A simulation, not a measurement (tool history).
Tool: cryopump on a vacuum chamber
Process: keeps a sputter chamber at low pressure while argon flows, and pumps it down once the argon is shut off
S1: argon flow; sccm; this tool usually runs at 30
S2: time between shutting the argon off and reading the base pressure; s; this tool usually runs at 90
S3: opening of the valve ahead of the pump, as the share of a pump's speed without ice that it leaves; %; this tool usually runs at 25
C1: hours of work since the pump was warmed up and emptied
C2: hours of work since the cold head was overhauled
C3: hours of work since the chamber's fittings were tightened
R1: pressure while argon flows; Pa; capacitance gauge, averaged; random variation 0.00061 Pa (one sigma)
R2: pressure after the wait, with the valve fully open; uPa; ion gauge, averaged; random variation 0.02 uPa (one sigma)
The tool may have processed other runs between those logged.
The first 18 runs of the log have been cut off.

run   hour  S1   S2  S3   C1   C2   C3      R1    R2
 19  280.9  27   56  17  227  227  291  0.1184  0.91
 20  291.9  48  238  19  235  235  299  0.1894  0.73
 21  305.2  48  262  19  244  244  308  0.1888  0.74
 22  324.4  41  262  17  257  257  321  0.1792  0.76
 23  345.0  33  117  53  271  271  335  0.0503  0.88
 24  359.0  17   66  28  280  280  344  0.0469  1.00
 25  370.0  30   45  24  287  287  352  0.0958  1.07
 26  388.7  35   90  25  300  300  364  0.1077  1.02
 27  403.6  35   90  44  310  310  374  0.0624  0.95
 28  425.3  33   90  43  325  325  389  0.0622  1.02
 29  445.0  30   90  51  338  338  402  0.0485  1.03
 30  468.2  30   90  17  354  354  418  0.1337  1.13
 31  478.5  30   90  17  361  361  425  0.1360  1.13
 32  500.1  30   56  25  375  375  439  0.0921  1.24
 33  516.6  30   90  59  386  386  451  0.0424  1.11
 34  534.2  30   90  59  398  398  462  0.0442  1.20

Here are 4 independent what-if runs from the current tool condition. What would each one return?
  A  549.0  23  226  25  408  408  472   ?   ?
  B  549.0  30  271  25  408  408  472   ?   ?
  C  549.0  15   60  25  408  408  472   ?   ?
  D  549.0  30   33  25  408  408  472   ?   ?

run      R1    R2
  A  0.0729  1.10
  B  0.0950  1.09
  C  0.0473  1.34
  D  0.0941  1.47
Without the tool's unlogged condition, the same runs would have read:
run      R1    R2
  A  0.0674  0.17
  B  0.0879  0.15
  C  0.0437  0.40
  D  0.0871  0.54
